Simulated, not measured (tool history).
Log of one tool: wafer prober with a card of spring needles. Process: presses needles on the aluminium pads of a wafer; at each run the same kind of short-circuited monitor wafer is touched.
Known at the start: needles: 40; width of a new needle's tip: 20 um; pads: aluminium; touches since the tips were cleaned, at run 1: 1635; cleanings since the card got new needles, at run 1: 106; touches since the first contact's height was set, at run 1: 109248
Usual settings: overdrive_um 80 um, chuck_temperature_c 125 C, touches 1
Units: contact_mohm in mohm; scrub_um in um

run,hour,overdrive_um,chuck_temperature_c,touches,touches since the tips were cleaned,cleanings since the card got new needles,touches since the first contact's height was set,contact_mohm,scrub_um
1,0,80,125,1,1635,106,109248,306,11.28
# hour 9.1: tips cleaned on abrasive film
# hour 19.8: tips cleaned on abrasive film
2,19.8,64,125,1,0,108,121445,310,9.03
# hour 30: tips cleaned on abrasive film
# hour 41: tips cleaned on abrasive film
3,50.4,64,71,1,5893,110,140405,292,9.02
# hour 53: tips cleaned on abrasive film
# hour 63.5: tips cleaned on abrasive film
# hour 74: tips cleaned on abrasive film
4,74,64,71,1,0,113,154920,290,9.03
# hour 85.8: tips cleaned on abrasive film
5,88.8,64,71,1,1911,114,164073,293,9.05
# hour 91: height of the first contact set anew
# hour 97.9: tips cleaned on abrasive film
6,107.6,80,125,1,6014,115,10244,310,11.33
# hour 110.2: tips cleaned on abrasive film
# hour 122.5: tips cleaned on abrasive film
# hour 132.9: tips cleaned on abrasive film
7,137.9,80,125,1,3106,118,28931,303,11.36
# hour 144.5: tips cleaned on abrasive film
# hour 156.1: tips cleaned on abrasive film
8,165.4,64,125,1,5780,120,45972,308,9.02
# hour 167: tips cleaned on abrasive film
# hour 178.9: tips cleaned on abrasive film
# hour 190.4: tips cleaned on abrasive film
9,200,64,125,1,5979,123,67334,309,9.07
# hour 202.4: tips cleaned on abrasive film
# hour 214.8: tips cleaned on abrasive film
10,215.4,64,125,1,397,125,76805,322,9.03
# hour 227.2: tips cleaned on abrasive film
# hour 237.9: tips cleaned on abrasive film
# hour 248.1: tips cleaned on abrasive film
11,248.1,64,125,1,0,128,96942,316,9.01
# hour 260: tips cleaned on abrasive film
12,268.3,64,125,1,5158,129,109464,314,9.07
# hour 272.4: tips cleaned on abrasive film
# hour 282.7: tips cleaned on abrasive film
13,283.9,64,125,1,729,131,119059,308,9.05
# hour 295.3: tips cleaned on abrasive film
# hour 307.2: tips cleaned on abrasive film
14,312.9,64,125,1,3541,133,136993,310,9.07
# hour 317.8: tips cleaned on abrasive film
# hour 329.3: tips cleaned on abrasive film
15,338.5,80,125,1,5684,135,152782,309,11.25
# hour 340.5: tips cleaned on abrasive film
# hour 351.1: tips cleaned on abrasive film
16,356.4,77,68,1,3318,137,163852,286,10.87
# hour 359.2: height of the first contact set anew
# hour 361.8: tips cleaned on abrasive film
# hour 373.3: tips cleaned on abrasive film
17,382.5,84,43,1,5739,139,14374,281,11.87
# hour 384.8: tips cleaned on abrasive film
# hour 396.2: tips cleaned on abrasive film
# hour 406.4: tips cleaned on abrasive film
18,414.8,84,43,1,5245,142,34285,281,11.88
# hour 417.4: tips cleaned on abrasive film
# hour 428.7: tips cleaned on abrasive film
# hour 439: tips cleaned on abrasive film
19,439.6,80,33,1,351,145,49522,280,11.32
# hour 450.2: tips cleaned on abrasive film
# hour 462.3: tips cleaned on abrasive film
20,464.3,80,33,1,1235,147,64815,276,11.35
# hour 474.3: tips cleaned on abrasive film
# hour 486: tips cleaned on abrasive film
# hour 496.1: tips cleaned on abrasive film
21,496.5,80,33,1,244,150,84675,279,11.35
# hour 507.5: tips cleaned on abrasive film
# hour 518.4: tips cleaned on abrasive film
# hour 529.7: tips cleaned on abrasive film
22,529.7,80,81,1,0,153,105140,295,11.31
# hour 541.1: tips cleaned on abrasive film
# hour 552.6: tips cleaned on abrasive film
23,555.4,80,81,1,1778,155,121044,291,11.28
# hour 564: tips cleaned on abrasive film
# hour 574.9: tips cleaned on abrasive film
24,580.2,80,81,1,3278,157,136327,292,11.33
# hour 585.4: tips cleaned on abrasive film
# hour 596.5: tips cleaned on abrasive film
# hour 607.1: tips cleaned on abrasive film
25,607.1,80,28,1,0,160,152937,273,11.31
# hour 619.6: tips cleaned on abrasive film
# hour 626.5: height of the first contact set anew
26,626.8,80,28,1,4329,161,200,276,11.32
# hour 631: tips cleaned on abrasive film
# hour 641.5: tips cleaned on abrasive film
# hour 652.3: tips cleaned on abrasive film
27,658.5,99,34,3,3878,164,19762,277,14.02
# hour 663.1: tips cleaned on abrasive film
# hour 673.5: tips cleaned on abrasive film
# hour 685.3: tips cleaned on abrasive film
28,690.8,96,40,3,3451,167,39679,274,13.55
# hour 696.9: tips cleaned on abrasive film
# hour 709.2: tips cleaned on abrasive film
29,718.9,96,40,3,6020,169,57015,277,13.57

Forecast each of these 3 alternatives for the next run:
# hour 720.9: tips cleaned on abrasive film
# hour 731.6: tips cleaned on abrasive film
# hour 742.5: tips cleaned on abrasive film
A,750.3,87,36,3,4821,172,76389,?,?
# hour 720.9: tips cleaned on abrasive film
# hour 731.6: tips cleaned on abrasive film
# hour 742.5: tips cleaned on abrasive film
B,750.3,63,66,3,4821,172,76389,?,?
# hour 720.9: tips cleaned on abrasive film
# hour 731.6: tips cleaned on abrasive film
# hour 742.5: tips cleaned on abrasive film
C,750.3,89,125,3,4821,172,76389,?,?

run,contact_mohm,scrub_um
A,279,12.32
B,293,8.89
C,306,12.59
Without the tool's hidden state the same runs would have given:
run,contact_mohm,scrub_um
A,278,12.32
B,293,8.89
C,306,12.59
